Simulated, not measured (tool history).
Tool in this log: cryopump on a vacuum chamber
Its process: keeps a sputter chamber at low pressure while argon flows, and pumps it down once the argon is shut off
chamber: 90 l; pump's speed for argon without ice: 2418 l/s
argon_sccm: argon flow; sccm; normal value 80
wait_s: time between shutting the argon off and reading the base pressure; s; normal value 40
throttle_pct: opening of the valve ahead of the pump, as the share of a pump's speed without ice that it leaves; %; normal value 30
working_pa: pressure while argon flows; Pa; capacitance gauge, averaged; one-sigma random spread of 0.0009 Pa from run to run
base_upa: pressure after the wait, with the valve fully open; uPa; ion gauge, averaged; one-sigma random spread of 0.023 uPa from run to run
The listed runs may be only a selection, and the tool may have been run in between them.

{"run": 1, "hour": 0.0, "argon_sccm": 80, "wait_s": 40, "throttle_pct": 30, "working_pa": 0.2078, "base_upa": 1.17}
{"run": 2, "hour": 80.1, "argon_sccm": 80, "wait_s": 40, "throttle_pct": 30, "working_pa": 0.2121, "base_upa": 1.25}
{"run": 3, "hour": 141.2, "argon_sccm": 80, "wait_s": 40, "throttle_pct": 30, "working_pa": 0.2128, "base_upa": 1.29}
{"run": 4, "hour": 197.1, "argon_sccm": 80, "wait_s": 40, "throttle_pct": 30, "working_pa": 0.211, "base_upa": 1.39}
{"hour": 217.8, "done": "pump warmed up, emptied and cooled again"}
{"run": 5, "hour": 301.8, "argon_sccm": 80, "wait_s": 40, "throttle_pct": 30, "working_pa": 0.1898, "base_upa": 1.21}
{"run": 6, "hour": 379.7, "argon_sccm": 80, "wait_s": 40, "throttle_pct": 30, "working_pa": 0.1904, "base_upa": 1.24}
{"run": 7, "hour": 484.9, "argon_sccm": 80, "wait_s": 40, "throttle_pct": 30, "working_pa": 0.19, "base_upa": 1.35}
{"run": 8, "hour": 594.9, "argon_sccm": 80, "wait_s": 40, "throttle_pct": 30, "working_pa": 0.1943, "base_upa": 1.45}
{"run": 9, "hour": 660.4, "argon_sccm": 80, "wait_s": 40, "throttle_pct": 30, "working_pa": 0.1936, "base_upa": 1.48}
{"run": 10, "hour": 725.9, "argon_sccm": 80, "wait_s": 40, "throttle_pct": 23, "working_pa": 0.2523, "base_upa": 1.49}
{"run": 11, "hour": 819.8, "argon_sccm": 80, "wait_s": 40, "throttle_pct": 31, "working_pa": 0.1918, "base_upa": 1.63}
{"run": 12, "hour": 908.4, "argon_sccm": 80, "wait_s": 40, "throttle_pct": 44, "working_pa": 0.14, "base_upa": 1.65}
{"run": 13, "hour": 981.6, "argon_sccm": 80, "wait_s": 24, "throttle_pct": 30, "working_pa": 0.2, "base_upa": 2.14}
{"run": 14, "hour": 1065.7, "argon_sccm": 35, "wait_s": 111, "throttle_pct": 21, "working_pa": 0.124, "base_upa": 1.48}
{"run": 15, "hour": 1170.9, "argon_sccm": 80, "wait_s": 97, "throttle_pct": 30, "working_pa": 0.2041, "base_upa": 1.6}
{"run": 16, "hour": 1257.8, "argon_sccm": 80, "wait_s": 97, "throttle_pct": 30, "working_pa": 0.2048, "base_upa": 1.72}
{"run": 17, "hour": 1340.0, "argon_sccm": 69, "wait_s": 45, "throttle_pct": 30, "working_pa": 0.1786, "base_upa": 2.07}
{"run": 18, "hour": 1417.3, "argon_sccm": 91, "wait_s": 77, "throttle_pct": 60, "working_pa": 0.1312, "base_upa": 1.89}
{"run": 19, "hour": 1470.7, "argon_sccm": 134, "wait_s": 77, "throttle_pct": 53, "working_pa": 0.2165, "base_upa": 2.0}
{"run": 20, "hour": 1526.1, "argon_sccm": 134, "wait_s": 77, "throttle_pct": 53, "working_pa": 0.2194, "base_upa": 2.01}
{"run": 21, "hour": 1610.7, "argon_sccm": 110, "wait_s": 97, "throttle_pct": 43, "working_pa": 0.2156, "base_upa": 2.09}
{"hour": 1663.0, "done": "pump warmed up, emptied and cooled again"}
{"run": 22, "hour": 1720.0, "argon_sccm": 110, "wait_s": 97, "throttle_pct": 43, "working_pa": 0.1816, "base_upa": 1.58}
{"hour": 1799.1, "done": "leaking fittings of the chamber tightened, without venting"}
{"run": 23, "hour": 1801.2, "argon_sccm": 65, "wait_s": 124, "throttle_pct": 43, "working_pa": 0.1083, "base_upa": 0.38}
{"run": 24, "hour": 1873.4, "argon_sccm": 47, "wait_s": 196, "throttle_pct": 30, "working_pa": 0.1112, "base_upa": 0.34}
{"run": 25, "hour": 1973.8, "argon_sccm": 55, "wait_s": 20, "throttle_pct": 30, "working_pa": 0.1326, "base_upa": 1.44}
{"run": 26, "hour": 2058.9, "argon_sccm": 61, "wait_s": 244, "throttle_pct": 23, "working_pa": 0.1905, "base_upa": 0.44}

5 options for the next run, each taken on its own from the tool as it stands now. Forecast them:
{"run": "A", "hour": 2154.0, "argon_sccm": 47, "wait_s": 244, "throttle_pct": 23, "working_pa": "?", "base_upa": "?"}
{"run": "B", "hour": 2154.0, "argon_sccm": 61, "wait_s": 106, "throttle_pct": 42, "working_pa": "?", "base_upa": "?"}
{"run": "C", "hour": 2154.0, "argon_sccm": 61, "wait_s": 244, "throttle_pct": 35, "working_pa": "?", "base_upa": "?"}
{"run": "D", "hour": 2154.0, "argon_sccm": 61, "wait_s": 244, "throttle_pct": 16, "working_pa": "?", "base_upa": "?"}
{"run": "E", "hour": 2154.0, "argon_sccm": 122, "wait_s": 264, "throttle_pct": 33, "working_pa": "?", "base_upa": "?"}

run=A working_pa=0.1467 base_upa=0.51
run=B working_pa=0.1072 base_upa=0.60
run=C working_pa=0.1288 base_upa=0.52
run=D working_pa=0.2707 base_upa=0.53
run=E working_pa=0.2709 base_upa=0.46
With the hidden condition removed and each run's random variation left untouched, the same runs would have given:
run=A working_pa=0.1419 base_upa=0.23
run=B working_pa=0.1010 base_upa=0.31
run=C working_pa=0.1225 base_upa=0.25
run=D working_pa=0.2644 base_upa=0.24
run=E working_pa=0.2584 base_upa=0.19
